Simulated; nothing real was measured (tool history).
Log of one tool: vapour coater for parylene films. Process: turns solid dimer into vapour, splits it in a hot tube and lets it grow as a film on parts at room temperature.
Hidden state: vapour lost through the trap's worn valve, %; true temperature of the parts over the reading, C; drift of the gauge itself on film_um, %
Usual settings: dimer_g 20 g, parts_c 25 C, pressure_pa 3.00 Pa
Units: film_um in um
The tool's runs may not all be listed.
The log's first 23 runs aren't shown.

run,hour,dimer_g,parts_c,pressure_pa,hours of work since the trap's valve was overhauled,hours of work since the table's thermometer was calibrated,film_um
24,767.6,33,26,10.90,37,701,8.74
25,793.9,33,26,10.90,54,718,8.88
26,821.3,16,25,8.46,71,735,4.60
27,850.1,10,22,6.81,90,754,3.34
28,874.8,23,25,3.00,106,770,8.12
29,898.7,11,19,8.80,121,785,3.88
30,927.5,25,25,3.00,139,803,8.86
31,963.0,20,26,3.81,162,826,6.52
32,1009.3,20,26,3.81,191,855,6.53
33,1033.9,20,26,3.81,207,871,6.61
34,1073.6,26,25,3.00,232,896,9.14
# hour 1082.5: trap's valve overhauled
35,1112.8,24,23,2.11,19,919,9.60
36,1148.2,20,30,6.24,42,941,5.26
37,1167.0,20,27,2.95,54,953,6.76
38,1198.2,22,21,4.69,74,973,8.21
39,1223.1,11,32,8.72,90,989,2.49

Forecast each of these 3 alternatives for the next run:
A,1262.0,16,32,8.72,114,1014,?
B,1262.0,21,25,3.86,114,1014,?
C,1262.0,11,18,8.72,114,1014,?

run,film_um
A,3.73
B,6.99
C,4.05
Without the tool's hidden state the same runs would have given:
run,film_um
A,3.73
B,7.01
C,4.05
